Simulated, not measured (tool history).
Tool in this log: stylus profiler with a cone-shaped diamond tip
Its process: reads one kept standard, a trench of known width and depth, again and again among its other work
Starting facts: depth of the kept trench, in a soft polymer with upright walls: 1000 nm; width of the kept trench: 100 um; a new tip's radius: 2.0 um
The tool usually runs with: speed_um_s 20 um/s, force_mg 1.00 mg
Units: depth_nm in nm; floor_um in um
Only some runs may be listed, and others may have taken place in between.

| run | day | speed_um_s | force_mg | depth_nm | floor_um |
|---|---|---|---|---|---|
| 1 | 0.000 | 20 | 1.00 | 1000.56 | 95.97 |
| 2 | 0.692 | 20 | 1.00 | 1000.87 | 95.99 |
| 3 | 1.554 | 20 | 1.00 | 1000.69 | 95.95 |
| 4 | 2.429 | 20 | 0.39 | 998.57 | 95.89 |
| 5 | 3.138 | 20 | 0.39 | 998.47 | 95.85 |
| 6 | 4.433 | 20 | 0.39 | 998.74 | 95.85 |
| 7 | 5.154 | 20 | 0.39 | 998.49 | 95.88 |
| 8 | 5.888 | 20 | 0.39 | 998.19 | 95.90 |
| 9 | 6.579 | 20 | 0.39 | 998.06 | 95.91 |
| 10 | 7.242 | 20 | 1.00 | 1000.40 | 95.90 |
| 11 | 8.179 | 20 | 1.00 | 1000.21 | 95.91 |
| 12 | 8.775 | 20 | 0.48 | 998.48 | 95.82 |
| 13 | 9.829 | 20 | 0.48 | 998.34 | 95.87 |
| 14 | 10.662 | 20 | 0.39 | 997.97 | 95.78 |
| 15 | 12.033 | 20 | 0.39 | 997.86 | 95.81 |
| 16 | 13.304 | 20 | 1.00 | 999.53 | 95.85 |
| 17 | 14.638 | 20 | 1.00 | 999.52 | 95.82 |
| 18 | 15.854 | 20 | 1.35 | 1000.49 | 95.77 |
| 19 | 16.521 | 20 | 1.35 | 1000.50 | 95.77 |
| 20 | 17.504 | 20 | 2.45 | 1002.74 | 95.82 |
| 21 | 18.567 | 20 | 1.98 | 1001.86 | 95.80 |
| 22 | 19.138 | 20 | 1.98 | 1001.62 | 95.80 |
| 23 | 19.712 | 17 | 1.98 | 1001.30 | 95.77 |
| 24 | 20.700 | 17 | 1.98 | 1001.66 | 95.79 |
| 25 | 21.529 | 17 | 1.98 | 1001.35 | 95.74 |
| 26 | 22.479 | 25 | 0.36 | 996.77 | 95.65 |
| 27 | 23.158 | 47 | 2.12 | 1001.55 | 95.64 |
| 28 | 23.962 | 14 | 0.82 | 998.26 | 95.72 |
| 29 | 24.612 | 60 | 1.00 | 998.72 | 95.49 |
| 30 | 25.633 | 60 | 1.00 | 999.06 | 95.57 |
| 31 | 26.350 | 80 | 1.61 | 1000.07 | 95.52 |
|  | 26.438 | height scale calibrated on a step standard |
| 32 | 27.429 | 6 | 2.42 | 1000.89 | 95.70 |
| 33 | 28.433 | 55 | 0.42 | 995.54 | 95.39 |
| 34 | 29.542 | 10 | 0.70 | 996.18 | 95.74 |
|  | 30.233 | height scale calibrated on a step standard, once more |
| 35 | 30.817 | 14 | 0.35 | 1002.74 | 95.63 |
| 36 | 31.579 | 14 | 2.21 | 1007.31 | 95.70 |
| 37 | 32.267 | 14 | 2.21 | 1007.49 | 95.64 |
| 38 | 33.362 | 46 | 1.00 | 1004.37 | 95.48 |
| 39 | 34.062 | 46 | 1.00 | 1004.26 | 95.49 |
| 40 | 35.162 | 46 | 1.00 | 1004.02 | 95.49 |
| 41 | 36.242 | 15 | 1.17 | 1004.70 | 95.58 |
| 42 | 37.292 | 55 | 0.61 | 1002.49 | 95.35 |
| 43 | 38.400 | 46 | 0.33 | 1001.34 | 95.26 |
| 44 | 39.142 | 6 | 0.96 | 1004.07 | 95.61 |
| 45 | 39.733 | 6 | 0.96 | 1003.66 | 95.63 |
| 46 | 41.075 | 6 | 0.96 | 1003.09 | 95.59 |

Each row is a separate what-if for the run after 46, all from the same tool condition, not one after another. Results?
| A | 41.888 | 11 | 1.41 | ? | ? |
| B | 41.888 | 77 | 1.08 | ? | ? |
| C | 41.888 | 10 | 1.00 | ? | ? |

| run | depth_nm | floor_um |
|---|---|---|
| A | 1004.83 | 95.54 |
| B | 1003.69 | 95.29 |
| C | 1003.65 | 95.59 |
With no hidden state in the tool, these same runs would have given:
| run | depth_nm | floor_um |
|---|---|---|
| A | 1005.48 | 96.47 |
| B | 1004.34 | 96.21 |
| C | 1004.30 | 96.52 |
